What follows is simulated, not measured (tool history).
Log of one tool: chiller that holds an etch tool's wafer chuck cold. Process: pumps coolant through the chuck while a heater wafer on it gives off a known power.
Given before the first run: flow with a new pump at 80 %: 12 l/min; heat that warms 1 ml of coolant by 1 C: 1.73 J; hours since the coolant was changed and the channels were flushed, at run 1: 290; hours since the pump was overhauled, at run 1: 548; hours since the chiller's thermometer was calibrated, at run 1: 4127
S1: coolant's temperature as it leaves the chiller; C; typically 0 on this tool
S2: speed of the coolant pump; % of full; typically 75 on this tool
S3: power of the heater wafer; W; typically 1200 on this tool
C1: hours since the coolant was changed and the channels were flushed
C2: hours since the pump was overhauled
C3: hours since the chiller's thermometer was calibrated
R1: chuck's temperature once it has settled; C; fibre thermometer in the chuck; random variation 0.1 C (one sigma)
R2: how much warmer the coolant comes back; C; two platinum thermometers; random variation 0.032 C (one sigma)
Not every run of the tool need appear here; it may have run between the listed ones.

| run | day | S1 | S2 | S3 | C1 | C2 | C3 | R1 | R2 |
|---|---|---|---|---|---|---|---|---|---|
| 1 | 0 | 0 | 75 | 1200 | 290 | 548 | 4127 | 9.5 | 3.71 |
| 2 | 7.892 | 0 | 75 | 1200 | 479 | 737 | 4316 | 9.4 | 3.68 |
| 3 | 13.562 | 0 | 75 | 1200 | 615 | 873 | 4452 | 9.5 | 3.76 |
|  | 15.271 | chiller's thermometer calibrated |
| 4 | 18.662 | 0 | 75 | 1200 | 737 | 994 | 81 | 9.5 | 3.69 |
| 5 | 24.762 | 0 | 75 | 1200 | 883 | 1141 | 228 | 9.4 | 3.72 |
| 6 | 29.571 | 0 | 75 | 1200 | 999 | 1256 | 343 | 9.4 | 3.7 |
| 7 | 35.008 | 0 | 75 | 1200 | 1129 | 1387 | 474 | 9.3 | 3.7 |
| 8 | 41.967 | 0 | 75 | 1200 | 1296 | 1554 | 641 | 9.6 | 3.67 |
| 9 | 45.975 | 0 | 75 | 1200 | 1392 | 1650 | 737 | 9.6 | 3.69 |
| 10 | 53.65 | 0 | 62 | 1676 | 1577 | 1834 | 921 | 15.8 | 6.22 |
| 11 | 60.862 | 0 | 62 | 1676 | 1750 | 2007 | 1094 | 15.6 | 6.17 |
| 12 | 64.358 | 0 | 62 | 1676 | 1834 | 2091 | 1178 | 15.7 | 6.24 |
| 13 | 69.921 | 0 | 62 | 1676 | 1967 | 2225 | 1312 | 15.7 | 6.16 |

For run 14, what comes out?
| 14 | 77.562 | 0 | 62 | 1676 | 2150 | 2408 | 1495 | ? | ? |

{"run 14": {"R1": 15.6, "R2": 6.21}}
On a tool with no hidden condition, and with the same random variation, this run would have come out at R1 15.6 C, R2 6.21 C.
